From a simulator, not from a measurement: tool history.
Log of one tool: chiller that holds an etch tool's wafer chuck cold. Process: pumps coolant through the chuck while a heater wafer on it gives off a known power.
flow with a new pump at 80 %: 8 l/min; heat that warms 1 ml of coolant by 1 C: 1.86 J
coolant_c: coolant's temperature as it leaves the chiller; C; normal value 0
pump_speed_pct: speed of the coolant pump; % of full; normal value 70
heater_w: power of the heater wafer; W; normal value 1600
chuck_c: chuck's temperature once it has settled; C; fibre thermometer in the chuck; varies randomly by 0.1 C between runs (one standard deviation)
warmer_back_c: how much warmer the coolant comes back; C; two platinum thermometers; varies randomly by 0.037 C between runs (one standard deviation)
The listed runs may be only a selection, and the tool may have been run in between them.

| run | hour | coolant_c | pump_speed_pct | heater_w | chuck_c | warmer_back_c |
|---|---|---|---|---|---|---|
| 1 | 0 | 0 | 70 | 1600 | 16.5 | 7.51 |
|  | 61.7 | chiller's thermometer calibrated |
| 2 | 111.4 | 0 | 70 | 1600 | 16.7 | 7.43 |
| 3 | 170.4 | 0 | 70 | 1600 | 16.6 | 7.58 |
| 4 | 256.3 | 0 | 70 | 1600 | 16.8 | 7.5 |
| 5 | 330.5 | 0 | 70 | 1600 | 16.6 | 7.46 |
| 6 | 390.9 | 0 | 70 | 1600 | 16.7 | 7.52 |
| 7 | 501.3 | 0 | 70 | 1600 | 16.6 | 7.42 |
| 8 | 577.3 | 0 | 70 | 1600 | 16.6 | 7.47 |
| 9 | 671.1 | 0 | 70 | 1600 | 16.5 | 7.57 |
| 10 | 732.4 | 0 | 70 | 1600 | 16.7 | 7.54 |
| 11 | 811.4 | 0 | 70 | 1600 | 16.5 | 7.46 |
| 12 | 873.8 | 0 | 70 | 1600 | 16.8 | 7.5 |
| 13 | 944 | 0 | 70 | 1600 | 16.7 | 7.46 |
| 14 | 1059.4 | 0 | 70 | 1530 | 15.9 | 7.18 |
| 15 | 1171.6 | 0 | 70 | 1692 | 17.6 | 7.97 |
| 16 | 1235.6 | 0 | 83 | 1600 | 14.9 | 6.13 |
| 17 | 1301.1 | 0 | 83 | 1600 | 14.8 | 6.2 |
| 18 | 1372.3 | 9 | 83 | 1180 | 20 | 4.53 |
| 19 | 1471.7 | 9 | 83 | 1180 | 19.8 | 4.6 |
| 20 | 1547.5 | 9 | 83 | 1180 | 19.8 | 4.54 |
| 21 | 1652.5 | 9 | 70 | 1600 | 25.8 | 7.44 |
| 22 | 1739.2 | 9 | 70 | 1600 | 25.8 | 7.46 |
| 23 | 1815.3 | 6 | 70 | 1600 | 22.6 | 7.47 |
| 24 | 1926.7 | 6 | 70 | 1600 | 22.7 | 7.53 |
| 25 | 1984.2 | -5 | 70 | 1587 | 11.6 | 7.41 |
| 26 | 2046.9 | 0 | 69 | 1564 | 16.5 | 7.49 |
| 27 | 2118.4 | 5 | 69 | 1564 | 21.4 | 7.38 |
|  | 2155.9 | chiller's thermometer calibrated |
| 28 | 2191.8 | -7 | 84 | 1605 | 7.7 | 6.14 |
| 29 | 2248.5 | -8 | 89 | 1600 | 6.2 | 5.76 |
| 30 | 2317.4 | 1 | 89 | 1600 | 15.1 | 5.73 |
| 31 | 2393.3 | 1 | 98 | 1040 | 9.7 | 3.35 |
| 32 | 2440.8 | 7 | 70 | 808 | 15.5 | 3.77 |
| 33 | 2538.4 | 1 | 70 | 1478 | 16.2 | 6.96 |

Forecast each of these 3 alternatives for the next run:
| A | 2594.8 | -10 | 81 | 1600 | ? | ? |
| B | 2594.8 | 3 | 74 | 1600 | ? | ? |
| C | 2594.8 | 0 | 94 | 1600 | ? | ? |

| run | chuck_c | warmer_back_c |
|---|---|---|
| A | 5.1 | 6.33 |
| B | 19.1 | 7.01 |
| C | 13.7 | 5.4 |
The same runs, with their run-to-run variation unchanged, on a tool lacking any hidden condition would have given:
| run | chuck_c | warmer_back_c |
|---|---|---|
| A | 5.1 | 6.33 |
| B | 19.1 | 7.01 |
| C | 13.7 | 5.4 |
